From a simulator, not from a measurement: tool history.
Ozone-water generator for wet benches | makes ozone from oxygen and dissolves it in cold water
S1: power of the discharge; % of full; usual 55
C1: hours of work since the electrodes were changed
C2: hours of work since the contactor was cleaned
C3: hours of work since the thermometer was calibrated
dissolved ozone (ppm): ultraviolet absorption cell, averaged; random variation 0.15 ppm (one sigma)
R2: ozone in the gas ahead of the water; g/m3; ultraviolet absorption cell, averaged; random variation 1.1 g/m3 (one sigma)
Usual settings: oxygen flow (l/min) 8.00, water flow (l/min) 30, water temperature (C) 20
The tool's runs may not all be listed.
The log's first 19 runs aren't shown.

run 20 hour=714.0 | S1=45 oxygen_flow_(l/min)=6.21 water_flow_(l/min)=46 water_temperature_(C)=13 | C1=1480 C2=706 C3=3125 | dissolved_ozone_(ppm)=10.9 R2=206.6
run 21 hour=766.5 | S1=85 oxygen_flow_(l/min)=5.96 water_flow_(l/min)=39 water_temperature_(C)=27 | C1=1521 C2=747 C3=3166 | dissolved_ozone_(ppm)=18.8 R2=352.5
run 22 hour=801.4 | S1=85 oxygen_flow_(l/min)=5.96 water_flow_(l/min)=39 water_temperature_(C)=27 | C1=1549 C2=775 C3=3194 | dissolved_ozone_(ppm)=18.9 R2=356.5
run 23 hour=843.6 | S1=85 oxygen_flow_(l/min)=5.96 water_flow_(l/min)=39 water_temperature_(C)=27 | C1=1582 C2=808 C3=3227 | dissolved_ozone_(ppm)=19.0 R2=357.4
run 24 hour=887.3 | S1=85 oxygen_flow_(l/min)=4.73 water_flow_(l/min)=39 water_temperature_(C)=27 | C1=1617 C2=843 C3=3261 | dissolved_ozone_(ppm)=19.0 R2=415.7
run 25 hour=932.5 | S1=46 oxygen_flow_(l/min)=7.66 water_flow_(l/min)=45 water_temperature_(C)=27 | C1=1652 C2=878 C3=3297 | dissolved_ozone_(ppm)=9.6 R2=183.3
run 26 hour=963.1 | S1=46 oxygen_flow_(l/min)=6.90 water_flow_(l/min)=22 water_temperature_(C)=27 | C1=1676 C2=902 C3=3321 | dissolved_ozone_(ppm)=18.6 R2=196.0
run 27 hour=996.0 | S1=55 oxygen_flow_(l/min)=8.00 water_flow_(l/min)=41 water_temperature_(C)=20 | C1=1702 C2=928 C3=3347 | dissolved_ozone_(ppm)=13.5 R2=205.5
run 28 hour=1041.8 | S1=75 oxygen_flow_(l/min)=8.00 water_flow_(l/min)=38 water_temperature_(C)=20 | C1=1739 C2=965 C3=3383 | dissolved_ozone_(ppm)=18.9 R2=266.7
run 29 hour=1066.8 | S1=62 oxygen_flow_(l/min)=6.94 water_flow_(l/min)=45 water_temperature_(C)=25 | C1=1758 C2=984 C3=3403 | dissolved_ozone_(ppm)=12.9 R2=246.9
run 30 hour=1102.6 | S1=40 oxygen_flow_(l/min)=12.29 water_flow_(l/min)=22 water_temperature_(C)=12 | C1=1786 C2=1012 C3=3431 | dissolved_ozone_(ppm)=19.0 R2=119.5
run 31 hour=1139.2 | S1=40 oxygen_flow_(l/min)=12.29 water_flow_(l/min)=22 water_temperature_(C)=12 | C1=1815 C2=1041 C3=3460 | dissolved_ozone_(ppm)=19.2 R2=120.3
run 32 hour=1191.2 | S1=40 oxygen_flow_(l/min)=12.29 water_flow_(l/min)=22 water_temperature_(C)=12 | C1=1856 C2=1082 C3=3501 | dissolved_ozone_(ppm)=19.3 R2=120.2

Forecast each of these 4 alternatives for the next run:
run A hour=1225.9 | S1=43 oxygen_flow_(l/min)=8.00 water_flow_(l/min)=27 water_temperature_(C)=23 | C1=1884 C2=1110 C3=3529 | dissolved_ozone_(ppm)=? R2=?
run B hour=1225.9 | S1=43 oxygen_flow_(l/min)=12.29 water_flow_(l/min)=22 water_temperature_(C)=12 | C1=1884 C2=1110 C3=3529 | dissolved_ozone_(ppm)=? R2=?
run C hour=1225.9 | S1=40 oxygen_flow_(l/min)=12.29 water_flow_(l/min)=20 water_temperature_(C)=24 | C1=1884 C2=1110 C3=3529 | dissolved_ozone_(ppm)=? R2=?
run D hour=1225.9 | S1=40 oxygen_flow_(l/min)=12.83 water_flow_(l/min)=22 water_temperature_(C)=12 | C1=1884 C2=1110 C3=3529 | dissolved_ozone_(ppm)=? R2=?

run=A dissolved_ozone_(ppm)=15.3 R2=168.3
run=B dissolved_ozone_(ppm)=20.4 R2=126.9
run=C dissolved_ozone_(ppm)=16.1 R2=119.1
run=D dissolved_ozone_(ppm)=19.2 R2=116.2
Without the tool's hidden state the same runs would have given:
run=A dissolved_ozone_(ppm)=15.4 R2=168.4
run=B dissolved_ozone_(ppm)=20.4 R2=127.0
run=C dissolved_ozone_(ppm)=16.1 R2=119.1
run=D dissolved_ozone_(ppm)=19.2 R2=116.2
